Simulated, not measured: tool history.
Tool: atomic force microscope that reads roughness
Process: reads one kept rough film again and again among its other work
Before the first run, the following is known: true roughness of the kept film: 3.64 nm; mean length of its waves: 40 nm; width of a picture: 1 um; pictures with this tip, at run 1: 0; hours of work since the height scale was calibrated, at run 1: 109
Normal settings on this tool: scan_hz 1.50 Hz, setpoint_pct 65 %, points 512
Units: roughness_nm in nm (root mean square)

run,day,scan_hz,setpoint_pct,points,pictures with this tip,hours of work since the height scale was calibrated,roughness_nm
1,0.000,1.50,65,512,0,109,3.388
2,0.725,1.50,65,512,20,122,3.376
3,1.525,1.50,65,332,42,136,3.350
4,2.325,1.50,65,332,64,149,3.347
5,2.996,1.50,65,332,82,161,3.393
6,3.712,1.50,65,332,102,173,3.356
7,4.488,1.50,65,332,124,187,3.350
8,5.042,1.50,65,630,139,196,3.353
9,5.533,1.50,83,512,153,205,3.226
10,6.067,1.50,83,512,167,214,3.218
11,6.658,1.50,65,512,184,224,3.379
12,7.079,1.50,65,613,196,231,3.373
13,7.742,1.50,65,613,214,243,3.386
# day 7.888: new tip fitted
14,8.117,0.94,75,539,7,249,3.367
15,8.742,0.94,75,903,24,260,3.365
16,9.121,0.94,75,903,34,266,3.370
17,9.900,1.95,83,512,56,280,3.146
18,10.521,1.95,83,512,73,290,3.151
19,10.979,1.07,65,373,86,298,3.373
20,11.596,0.73,60,512,103,309,3.433
21,11.979,2.19,65,987,114,316,3.353
22,12.383,0.58,58,887,125,323,3.450
23,12.992,1.90,70,512,142,333,3.327
24,13.375,1.90,70,512,152,340,3.327

Branching from run 24: 3 alternative next runs. What would each branch give?
A,13.904,0.90,70,711,167,349,?
B,13.904,1.16,66,512,167,349,?
C,13.904,1.90,68,782,167,349,?

run,roughness_nm
A,3.408
B,3.375
C,3.318
Without the tool's hidden state the same runs would have given:
run,roughness_nm
A,3.413
B,3.379
C,3.323
